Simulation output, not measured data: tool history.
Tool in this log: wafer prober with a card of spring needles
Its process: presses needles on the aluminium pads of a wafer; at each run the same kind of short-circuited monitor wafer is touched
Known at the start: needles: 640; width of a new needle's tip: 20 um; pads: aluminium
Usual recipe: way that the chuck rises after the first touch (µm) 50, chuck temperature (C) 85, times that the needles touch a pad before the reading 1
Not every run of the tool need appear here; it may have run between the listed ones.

run     day  way that the chuck rises after the first touch (µm)  chuck temperature (C)  times that the needles touch a pad before the reading  resistance of one needle with its contact and lead (mohm)  way that a needle slides on the pad (µm)
  1       0                                                   50                     85                                                      1                                                        271                                     13.35
      0.529  -- tips cleaned on abrasive film
  2   0.742                                                   50                     85                                                      1                                                        249                                     13.53
  3   1.412                                                   50                     93                                                      1                                                        299                                     13.42
      1.492  -- tips cleaned on abrasive film
  4   2.092                                                   50                     93                                                      1                                                        283                                     13.47
      2.454  -- tips cleaned on abrasive film
  5    2.75                                                   50                     85                                                      3                                                        229                                     13.57
  6   3.196                                                   69                     85                                                      1                                                        245                                     18.99
        3.4  -- tips cleaned on abrasive film
  7   3.825                                                   50                     85                                                      1                                                        275                                     13.36
      4.375  -- tips cleaned on abrasive film
  8   4.671                                                   50                    112                                                      1                                                        265                                     13.26
      5.338  -- tips cleaned on abrasive film
  9   5.554                                                   50                    120                                                      1                                                        266                                     13.04
 10   5.929                                                   50                     85                                                      2                                                        257                                     13.28
        6.3  -- tips cleaned on abrasive film
 11   6.783                                                   50                     85                                                      2                                                        250                                     13.35
      7.233  -- tips cleaned on abrasive film
 12   7.654                                                   50                     85                                                      2                                                        254                                     13.38
      8.154  -- tips cleaned on abrasive film
 13   8.321                                                   50                     85                                                      2                                                        235                                     13.24
 14   8.758                                                   50                     85                                                      1                                                        291                                     13.38
      9.083  -- tips cleaned on abrasive film
 15   9.621                                                   43                     48                                                      1                                                        315                                      11.2
     10.021  -- tips cleaned on abrasive film
 16  10.129                                                   33                     27                                                      1                                                        273                                      8.51
 17  10.938                                                   46                     27                                                      2                                                        268                                     12.08
     10.996  -- tips cleaned on abrasive film
 18  11.446                                                   45                     33                                                      2                                                        257                                     11.86
     11.712  -- height of the first contact set anew
     11.929  -- tips cleaned on abrasive film
 19  12.021                                                   45                     36                                                      2                                                        217                                     12.49
 20  12.517                                                   33                     36                                                      2                                                        316                                      9.12
     12.904  -- tips cleaned on abrasive film
 21  13.083                                                   47                     30                                                      2                                                        225                                     13.14
 22  13.462                                                   50                     65                                                      2                                                        252                                     13.93
     13.867  -- tips cleaned on abrasive film
 23  14.133                                                   50                     45                                                      1                                                        247                                     13.96
 24  14.758                                                   50                     45                                                      1                                                        291                                     13.91
     14.804  -- tips cleaned on abrasive film
 25  15.562                                                   50                     45                                                      1                                                        287                                     13.97
     15.738  -- tips cleaned on abrasive film
 26  16.317                                                   35                     85                                                      1                                                        366                                      9.66
       16.7  -- tips cleaned on abrasive film
 27  16.871                                                   40                     67                                                      1                                                        269                                     10.95
 28  17.346                                                   40                     67                                                      1                                                        342                                     11.05

5 ways to go on from here, each from the tool as it stands after run 28. What would each give?
      17.65  -- tips cleaned on abrasive film
  A  17.925                                                   42                    100                                                      2                                                          ?                                         ?
      17.65  -- tips cleaned on abrasive film
  B  17.925                                                   39                     81                                                      1                                                          ?                                         ?
      17.65  -- tips cleaned on abrasive film
  C  17.925                                                   49                     58                                                      1                                                          ?                                         ?
      17.65  -- tips cleaned on abrasive film
  D  17.925                                                   70                     46                                                      1                                                          ?                                         ?
      17.65  -- tips cleaned on abrasive film
  E  17.925                                                   40                     67                                                      3                                                          ?                                         ?

run  resistance of one needle with its contact and lead (mohm)  way that a needle slides on the pad (µm)
  A                                                        259                                     11.42
  B                                                        293                                     10.54
  C                                                        257                                     13.41
  D                                                        217                                     19.43
  E                                                        242                                     10.95
Stripped of hidden state, with their random variation kept, the same runs would have yielded:
run  resistance of one needle with its contact and lead (mohm)  way that a needle slides on the pad (µm)
  A                                                        218                                     11.59
  B                                                        215                                     10.72
  C                                                        204                                     13.59
  D                                                        189                                     19.61
  E                                                        213                                     11.13
